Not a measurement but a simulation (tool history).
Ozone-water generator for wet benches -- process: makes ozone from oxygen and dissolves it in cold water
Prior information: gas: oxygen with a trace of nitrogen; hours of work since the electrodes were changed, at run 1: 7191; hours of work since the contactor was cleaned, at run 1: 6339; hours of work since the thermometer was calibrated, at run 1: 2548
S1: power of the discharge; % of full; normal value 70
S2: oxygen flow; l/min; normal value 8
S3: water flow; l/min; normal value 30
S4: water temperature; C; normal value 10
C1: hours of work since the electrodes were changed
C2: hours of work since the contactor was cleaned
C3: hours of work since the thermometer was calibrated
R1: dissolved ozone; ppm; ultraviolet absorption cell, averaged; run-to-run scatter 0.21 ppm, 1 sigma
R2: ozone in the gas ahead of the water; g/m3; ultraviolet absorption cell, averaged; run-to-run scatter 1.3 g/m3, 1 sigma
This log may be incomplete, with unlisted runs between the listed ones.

run    hour  S1     S2  S3  S4    C1    C2    C3    R1     R2
  1       0  70      8  30  10  7191  6339  2548  27.4  214.8
  2   108.3  70      8  30  10  7299  6447  2656  27.1  213.5
      232.1  -- contactor cleaned
  3   234.6  42      8  30  10  7420     2  2778  18.4  148.1
  4   315.9  42      8  30  10  7501    83  2858  18.5  147.7
  5   486.1  42      8  31  10  7670   252  3028  17.7    146
  6     621  42      8  31  10  7804   386  3162  17.7  144.6
  7     768  42      8  31  10  7950   533  3308  17.9  145.2
  8   923.4  42      8  31  10  8105   687  3462  17.7    147
  9  1069.9  42      8  31  10  8250   832  3608  17.8  147.2
     1168.2  -- contactor cleaned, once more
 10  1243.7  42      8  31  10  8419    75  3776  18.6  145.5
 11  1407.9  42  14.31  24  15  8582   238  3940  18.3   99.5
 12  1566.1  70   6.75  30  16  8739   395  4097  25.3  231.8
     1582.9  -- water thermometer calibrated
 13  1755.1  70  13.39  30  10  8927   583   171  25.3  148.7

Expected results for the next run?
 14  1849.3  70  5.38  33  10  9020  676  265   ?   ?

For run 14 the tool returned R1 24.5 ppm, R2 268.6 g/m3.
Were there no unlogged condition in the tool, this run, its random variation unchanged, would have produced R1 28.7 ppm, R2 313.6 g/m3.
